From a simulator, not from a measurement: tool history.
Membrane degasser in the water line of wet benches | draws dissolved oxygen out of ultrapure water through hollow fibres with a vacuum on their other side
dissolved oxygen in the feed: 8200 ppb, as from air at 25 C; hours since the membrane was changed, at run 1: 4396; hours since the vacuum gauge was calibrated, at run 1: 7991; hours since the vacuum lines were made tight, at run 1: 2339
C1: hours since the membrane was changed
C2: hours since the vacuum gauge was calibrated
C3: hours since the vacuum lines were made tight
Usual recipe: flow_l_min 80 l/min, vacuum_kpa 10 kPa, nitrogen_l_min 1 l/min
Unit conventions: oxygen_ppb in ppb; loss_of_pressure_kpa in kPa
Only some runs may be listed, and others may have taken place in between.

{"run": 1, "hour": 0.0, "flow_l_min": 80, "vacuum_kpa": 10, "nitrogen_l_min": 1, "C1": 4396, "C2": 7991, "C3": 2339, "oxygen_ppb": 898.7, "loss_of_pressure_kpa": 41.92}
{"run": 2, "hour": 87.3, "flow_l_min": 80, "vacuum_kpa": 10, "nitrogen_l_min": 1, "C1": 4483, "C2": 8079, "C3": 2426, "oxygen_ppb": 889.4, "loss_of_pressure_kpa": 41.71}
{"run": 3, "hour": 209.0, "flow_l_min": 80, "vacuum_kpa": 10, "nitrogen_l_min": 1, "C1": 4605, "C2": 8200, "C3": 2548, "oxygen_ppb": 898, "loss_of_pressure_kpa": 42.14}
{"run": 4, "hour": 299.0, "flow_l_min": 80, "vacuum_kpa": 10, "nitrogen_l_min": 1, "C1": 4695, "C2": 8290, "C3": 2638, "oxygen_ppb": 904.8, "loss_of_pressure_kpa": 41.67}
{"hour": 364.6, "done": "vacuum gauge calibrated"}
{"run": 5, "hour": 470.4, "flow_l_min": 80, "vacuum_kpa": 10, "nitrogen_l_min": 1, "C1": 4866, "C2": 106, "C3": 2809, "oxygen_ppb": 897.4, "loss_of_pressure_kpa": 41.89}
{"run": 6, "hour": 559.9, "flow_l_min": 80, "vacuum_kpa": 10, "nitrogen_l_min": 1, "C1": 4955, "C2": 195, "C3": 2898, "oxygen_ppb": 901.2, "loss_of_pressure_kpa": 41.83}
{"run": 7, "hour": 685.7, "flow_l_min": 80, "vacuum_kpa": 24.4, "nitrogen_l_min": 1, "C1": 5081, "C2": 321, "C3": 3024, "oxygen_ppb": 2330.3, "loss_of_pressure_kpa": 42.02}
{"run": 8, "hour": 834.5, "flow_l_min": 80, "vacuum_kpa": 24.4, "nitrogen_l_min": 1, "C1": 5230, "C2": 470, "C3": 3173, "oxygen_ppb": 2320.2, "loss_of_pressure_kpa": 41.84}
{"run": 9, "hour": 946.4, "flow_l_min": 80, "vacuum_kpa": 24.4, "nitrogen_l_min": 1, "C1": 5342, "C2": 582, "C3": 3285, "oxygen_ppb": 2337.3, "loss_of_pressure_kpa": 41.77}
{"run": 10, "hour": 1082.9, "flow_l_min": 80, "vacuum_kpa": 10.5, "nitrogen_l_min": 1, "C1": 5478, "C2": 718, "C3": 3421, "oxygen_ppb": 965, "loss_of_pressure_kpa": 41.71}
{"run": 11, "hour": 1159.2, "flow_l_min": 80, "vacuum_kpa": 10.5, "nitrogen_l_min": 1, "C1": 5555, "C2": 795, "C3": 3497, "oxygen_ppb": 970.7, "loss_of_pressure_kpa": 42.04}
{"run": 12, "hour": 1268.6, "flow_l_min": 80, "vacuum_kpa": 10.5, "nitrogen_l_min": 2.02, "C1": 5664, "C2": 904, "C3": 3607, "oxygen_ppb": 617.5, "loss_of_pressure_kpa": 41.97}
{"run": 13, "hour": 1408.7, "flow_l_min": 80, "vacuum_kpa": 18.2, "nitrogen_l_min": 2.02, "C1": 5804, "C2": 1044, "C3": 3747, "oxygen_ppb": 1132.3, "loss_of_pressure_kpa": 42.08}
{"run": 14, "hour": 1505.1, "flow_l_min": 80, "vacuum_kpa": 10, "nitrogen_l_min": 1, "C1": 5901, "C2": 1141, "C3": 3843, "oxygen_ppb": 910.6, "loss_of_pressure_kpa": 42.29}
{"run": 15, "hour": 1674.3, "flow_l_min": 111, "vacuum_kpa": 10, "nitrogen_l_min": 1, "C1": 6070, "C2": 1310, "C3": 4013, "oxygen_ppb": 1170.2, "loss_of_pressure_kpa": 58.22}
{"hour": 1845.6, "done": "gauge calibrated"}
{"run": 16, "hour": 1845.6, "flow_l_min": 80, "vacuum_kpa": 10, "nitrogen_l_min": 1, "C1": 6241, "C2": 1481, "C3": 4184, "oxygen_ppb": 897.8, "loss_of_pressure_kpa": 42.08}
{"run": 17, "hour": 1928.3, "flow_l_min": 80, "vacuum_kpa": 10, "nitrogen_l_min": 1, "C1": 6324, "C2": 1564, "C3": 4267, "oxygen_ppb": 902.4, "loss_of_pressure_kpa": 41.82}
{"run": 18, "hour": 2037.3, "flow_l_min": 80, "vacuum_kpa": 10, "nitrogen_l_min": 1, "C1": 6433, "C2": 1673, "C3": 4376, "oxygen_ppb": 899.5, "loss_of_pressure_kpa": 42}
{"run": 19, "hour": 2184.6, "flow_l_min": 91, "vacuum_kpa": 8.6, "nitrogen_l_min": 0.97, "C1": 6580, "C2": 1820, "C3": 4523, "oxygen_ppb": 834.2, "loss_of_pressure_kpa": 47.54}
{"run": 20, "hour": 2338.9, "flow_l_min": 97, "vacuum_kpa": 10, "nitrogen_l_min": 1.84, "C1": 6734, "C2": 1974, "C3": 4677, "oxygen_ppb": 732.6, "loss_of_pressure_kpa": 50.59}
{"run": 21, "hour": 2444.3, "flow_l_min": 93, "vacuum_kpa": 6.8, "nitrogen_l_min": 1.84, "C1": 6840, "C2": 2080, "C3": 4783, "oxygen_ppb": 429, "loss_of_pressure_kpa": 48.6}
{"run": 22, "hour": 2576.6, "flow_l_min": 93, "vacuum_kpa": 6.8, "nitrogen_l_min": 1.84, "C1": 6972, "C2": 2212, "C3": 4915, "oxygen_ppb": 431, "loss_of_pressure_kpa": 49.03}
{"run": 23, "hour": 2683.0, "flow_l_min": 62, "vacuum_kpa": 6.8, "nitrogen_l_min": 1.12, "C1": 7079, "C2": 2318, "C3": 5021, "oxygen_ppb": 388.2, "loss_of_pressure_kpa": 32.64}
{"run": 24, "hour": 2784.6, "flow_l_min": 62, "vacuum_kpa": 6.8, "nitrogen_l_min": 1.12, "C1": 7180, "C2": 2420, "C3": 5123, "oxygen_ppb": 390.2, "loss_of_pressure_kpa": 32.67}
{"run": 25, "hour": 2894.3, "flow_l_min": 76, "vacuum_kpa": 11, "nitrogen_l_min": 0.52, "C1": 7290, "C2": 2530, "C3": 5233, "oxygen_ppb": 1411.1, "loss_of_pressure_kpa": 39.89}
{"run": 26, "hour": 3003.4, "flow_l_min": 121, "vacuum_kpa": 10, "nitrogen_l_min": 2.7, "C1": 7399, "C2": 2639, "C3": 5342, "oxygen_ppb": 739.2, "loss_of_pressure_kpa": 63.73}
{"run": 27, "hour": 3093.8, "flow_l_min": 93, "vacuum_kpa": 11.1, "nitrogen_l_min": 1, "C1": 7489, "C2": 2729, "C3": 5432, "oxygen_ppb": 1149.2, "loss_of_pressure_kpa": 48.86}
{"run": 28, "hour": 3255.9, "flow_l_min": 80, "vacuum_kpa": 19, "nitrogen_l_min": 1.21, "C1": 7651, "C2": 2891, "C3": 5594, "oxygen_ppb": 1649, "loss_of_pressure_kpa": 41.95}
{"run": 29, "hour": 3416.1, "flow_l_min": 80, "vacuum_kpa": 19, "nitrogen_l_min": 1.21, "C1": 7812, "C2": 3052, "C3": 5754, "oxygen_ppb": 1657, "loss_of_pressure_kpa": 42.11}
{"run": 30, "hour": 3585.3, "flow_l_min": 80, "vacuum_kpa": 19, "nitrogen_l_min": 0.63, "C1": 7981, "C2": 3221, "C3": 5924, "oxygen_ppb": 2381.3, "loss_of_pressure_kpa": 41.94}
{"run": 31, "hour": 3713.1, "flow_l_min": 101, "vacuum_kpa": 7.9, "nitrogen_l_min": 0.63, "C1": 8109, "C2": 3349, "C3": 6051, "oxygen_ppb": 1000.1, "loss_of_pressure_kpa": 52.69}

Consider 5 possible next runs. They are alternatives, not a sequence: every one starts from the tool as it was left by run 31. What does each give?
{"run": "A", "hour": 3890.1, "flow_l_min": 86, "vacuum_kpa": 10, "nitrogen_l_min": 1, "C1": 8286, "C2": 3526, "C3": 6228, "oxygen_ppb": "?", "loss_of_pressure_kpa": "?"}
{"run": "B", "hour": 3890.1, "flow_l_min": 82, "vacuum_kpa": 10, "nitrogen_l_min": 0.82, "C1": 8286, "C2": 3526, "C3": 6228, "oxygen_ppb": "?", "loss_of_pressure_kpa": "?"}
{"run": "C", "hour": 3890.1, "flow_l_min": 109, "vacuum_kpa": 7.9, "nitrogen_l_min": 0.63, "C1": 8286, "C2": 3526, "C3": 6228, "oxygen_ppb": "?", "loss_of_pressure_kpa": "?"}
{"run": "D", "hour": 3890.1, "flow_l_min": 125, "vacuum_kpa": 7.9, "nitrogen_l_min": 0.63, "C1": 8286, "C2": 3526, "C3": 6228, "oxygen_ppb": "?", "loss_of_pressure_kpa": "?"}
{"run": "E", "hour": 3890.1, "flow_l_min": 86, "vacuum_kpa": 9.8, "nitrogen_l_min": 0.63, "C1": 8286, "C2": 3526, "C3": 6228, "oxygen_ppb": "?", "loss_of_pressure_kpa": "?"}

run=A oxygen_ppb=966 loss_of_pressure_kpa=45.12
run=B oxygen_ppb=1052.8 loss_of_pressure_kpa=42.96
run=C oxygen_ppb=1059.9 loss_of_pressure_kpa=57.23
run=D oxygen_ppb=1174.7 loss_of_pressure_kpa=65.95
run=E oxygen_ppb=1203.2 loss_of_pressure_kpa=44.88
With no hidden state in the tool, these same runs would have given:
run=A oxygen_ppb=941.8 loss_of_pressure_kpa=45.08
run=B oxygen_ppb=1026.6 loss_of_pressure_kpa=42.92
run=C oxygen_ppb=1033.3 loss_of_pressure_kpa=57.18
run=D oxygen_ppb=1145.1 loss_of_pressure_kpa=65.89
run=E oxygen_ppb=1173.4 loss_of_pressure_kpa=44.84
